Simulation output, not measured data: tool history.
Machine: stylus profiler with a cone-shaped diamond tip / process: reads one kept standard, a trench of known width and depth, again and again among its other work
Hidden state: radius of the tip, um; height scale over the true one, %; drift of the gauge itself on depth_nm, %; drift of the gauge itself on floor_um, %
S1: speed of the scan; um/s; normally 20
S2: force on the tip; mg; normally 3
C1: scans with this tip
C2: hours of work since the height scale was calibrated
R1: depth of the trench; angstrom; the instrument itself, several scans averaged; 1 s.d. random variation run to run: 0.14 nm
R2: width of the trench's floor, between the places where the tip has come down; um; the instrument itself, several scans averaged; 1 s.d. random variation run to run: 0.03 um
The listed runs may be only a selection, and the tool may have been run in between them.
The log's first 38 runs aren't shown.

run	hour	S1	S2	C1	C2	R1	R2
39	1090.1	10	3.5	5395	1075	5080.9	95.35
40	1129.9	20	2.95	5554	1107	5069.7	95.35
41	1151	8	3	5639	1124	5069.9	95.34
42	1178.8	8	3	5750	1146	5071.4	95.34
43	1218.9	28	6.26	5910	1178	5122.3	95.33
44	1235.9	42	6.26	5978	1192	5121.8	95.31
45	1273.6	34	1.11	6129	1222	5031.2	95.23
46	1290.5	54	1.52	6197	1235	5039.2	95.1

Each row is a separate what-if for the run after 46, all from the same tool condition, not one after another. Results?
A	1324.7	51	3.44	6334	1262	?	?
B	1324.7	9	8.7	6334	1262	?	?
C	1324.7	23	4.13	6334	1262	?	?
D	1324.7	35	1.84	6334	1262	?	?
E	1324.7	32	1.52	6334	1262	?	?

run	R1	R2
A	5079.2	95.26
B	5154.2	95.31
C	5085.6	95.29
D	5048.2	95.19
E	5039.6	95.3
What these runs would have given with no unlogged condition in the tool:
run	R1	R2
A	5089.8	95.57
B	5164.9	95.62
C	5096.1	95.6
D	5058.7	95.5
E	5050	95.61
